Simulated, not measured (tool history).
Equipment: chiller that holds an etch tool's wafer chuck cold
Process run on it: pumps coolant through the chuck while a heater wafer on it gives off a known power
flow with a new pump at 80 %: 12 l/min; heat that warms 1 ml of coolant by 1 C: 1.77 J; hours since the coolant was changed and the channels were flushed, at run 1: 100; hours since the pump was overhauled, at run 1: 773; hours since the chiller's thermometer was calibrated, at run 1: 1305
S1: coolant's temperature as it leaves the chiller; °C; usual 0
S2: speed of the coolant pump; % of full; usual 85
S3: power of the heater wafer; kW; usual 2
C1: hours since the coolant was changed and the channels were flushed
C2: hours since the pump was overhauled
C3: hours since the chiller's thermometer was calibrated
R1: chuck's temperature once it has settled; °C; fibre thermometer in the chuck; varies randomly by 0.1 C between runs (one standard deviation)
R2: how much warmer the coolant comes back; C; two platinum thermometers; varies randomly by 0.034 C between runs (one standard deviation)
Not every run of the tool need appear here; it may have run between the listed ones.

| run | day | S1 | S2 | S3 | C1 | C2 | C3 | R1 | R2 |
|---|---|---|---|---|---|---|---|---|---|
| 1 | 0 | 0 | 85 | 2 | 100 | 773 | 1305 | 15.6 | 5.36 |
| 2 | 1.292 | 0 | 85 | 2 | 131 | 804 | 1336 | 15.4 | 5.41 |
| 3 | 2.375 | 0 | 85 | 2 | 157 | 830 | 1362 | 15.4 | 5.32 |
| 4 | 3.588 | 0 | 85 | 2 | 186 | 859 | 1391 | 15.5 | 5.38 |
| 5 | 4.55 | 0 | 85 | 2 | 209 | 882 | 1415 | 15.3 | 5.34 |
| 6 | 6.346 | 0 | 80 | 2 | 253 | 925 | 1458 | 16.3 | 5.74 |
| 7 | 7.742 | 0 | 85 | 2 | 286 | 958 | 1491 | 15.5 | 5.29 |
| 8 | 9.525 | 7 | 85 | 2 | 329 | 1001 | 1534 | 22.5 | 5.36 |
| 9 | 10.75 | 0 | 85 | 2.67 | 358 | 1031 | 1563 | 20.6 | 7.13 |
| 10 | 12.95 | -2 | 85 | 2 | 411 | 1083 | 1616 | 13.4 | 5.32 |
| 11 | 14.429 | -2 | 85 | 2 | 447 | 1119 | 1652 | 13.6 | 5.33 |
| 12 | 15.888 | 0 | 61 | 2 | 482 | 1154 | 1687 | 20.4 | 7.69 |
| 13 | 17.842 | 0 | 61 | 2 | 528 | 1201 | 1734 | 20.3 | 7.75 |
| 14 | 18.808 | 0 | 61 | 2 | 552 | 1224 | 1757 | 20.2 | 7.79 |
| 15 | 20.988 | -4 | 61 | 2 | 604 | 1276 | 1809 | 16.5 | 7.75 |
| 16 | 22.779 | 0 | 85 | 2 | 647 | 1319 | 1852 | 15.6 | 5.28 |
| 17 | 25.1 | 0 | 85 | 2 | 703 | 1375 | 1908 | 15.5 | 5.34 |
| 18 | 27.367 | -9 | 96 | 1.5 | 757 | 1429 | 1962 | 1.5 | 3.53 |
| 19 | 29.054 | 4 | 96 | 1.675 | 798 | 1470 | 2003 | 15.9 | 3.95 |
| 20 | 30.817 | 0 | 85 | 2 | 840 | 1512 | 2045 | 15.5 | 5.34 |
| 21 | 31.9 | 0 | 85 | 2 | 866 | 1538 | 2071 | 15.4 | 5.27 |
| 22 | 32.917 | -1 | 85 | 2.615 | 890 | 1563 | 2095 | 19.4 | 7.01 |
| 23 | 34.221 | -8 | 98 | 1.341 | 922 | 1594 | 2127 | 1.4 | 3.09 |
| 24 | 36.25 | -3 | 97 | 2 | 970 | 1643 | 2175 | 10.9 | 4.63 |
| 25 | 37.825 | 10 | 83 | 1.108 | 1008 | 1680 | 2213 | 18.9 | 3.06 |
| 26 | 39.579 | -4 | 81 | 2.713 | 1050 | 1722 | 2255 | 18.2 | 7.61 |
| 27 | 41.883 | 1 | 81 | 2.996 | 1105 | 1778 | 2311 | 25.5 | 8.54 |
| 28 | 43.433 | 1 | 91 | 2.996 | 1143 | 1815 | 2348 | 23.1 | 7.31 |
| 29 | 45.521 | -5 | 87 | 2.931 | 1193 | 1865 | 2398 | 17.5 | 7.62 |
| 30 | 47.475 | 0 | 85 | 1.829 | 1240 | 1912 | 2445 | 14.3 | 4.91 |
| 31 | 48.983 | 0 | 85 | 1.829 | 1276 | 1948 | 2481 | 14.3 | 4.92 |
| 32 | 51.179 | 0 | 85 | 1.829 | 1329 | 2001 | 2534 | 14.3 | 4.88 |

Measured minus without-hidden-state, run by run (identical run-to-run variation in each term; gauge scatter may differ):
Hidden state present: heat passed by the chuck's channels, % of clean ones'; flow at a given pump speed, % of a new pump's; coolant's true temperature over the reading, C; drift of the gauge itself on chuck_c, C; drift of the gauge itself on warmer_back_c, C.
| run | R1 | R2 |
|---|---|---|
| 1 | +0.1 | +0.05 |
| 2 | +0.1 | +0.05 |
| 3 | +0.1 | +0.06 |
| 4 | +0.1 | +0.05 |
| 5 | +0.1 | +0.06 |
| 6 | +0.2 | +0.07 |
| 7 | +0.1 | +0.06 |
| 8 | +0.2 | +0.06 |
| 9 | +0.2 | +0.08 |
| 10 | +0.1 | +0.06 |
| 11 | +0.2 | +0.06 |
| 12 | +0.2 | +0.09 |
| 13 | +0.3 | +0.1 |
| 14 | +0.3 | +0.1 |
| 15 | +0.3 | +0.11 |
| 16 | +0.2 | +0.08 |
| 17 | +0.2 | +0.07 |
| 18 | +0.1 | +0.05 |
| 19 | +0.1 | +0.05 |
| 20 | +0.3 | +0.08 |
| 21 | +0.2 | +0.08 |
| 22 | +0.3 | +0.11 |
| 23 | +0.1 | +0.05 |
| 24 | +0.2 | +0.08 |
| 25 | +0.1 | +0.05 |
| 26 | +0.4 | +0.13 |
| 27 | +0.5 | +0.15 |
| 28 | +0.4 | +0.13 |
| 29 | +0.5 | +0.14 |
| 30 | +0.3 | +0.09 |
| 31 | +0.3 | +0.09 |
| 32 | +0.3 | +0.09 |
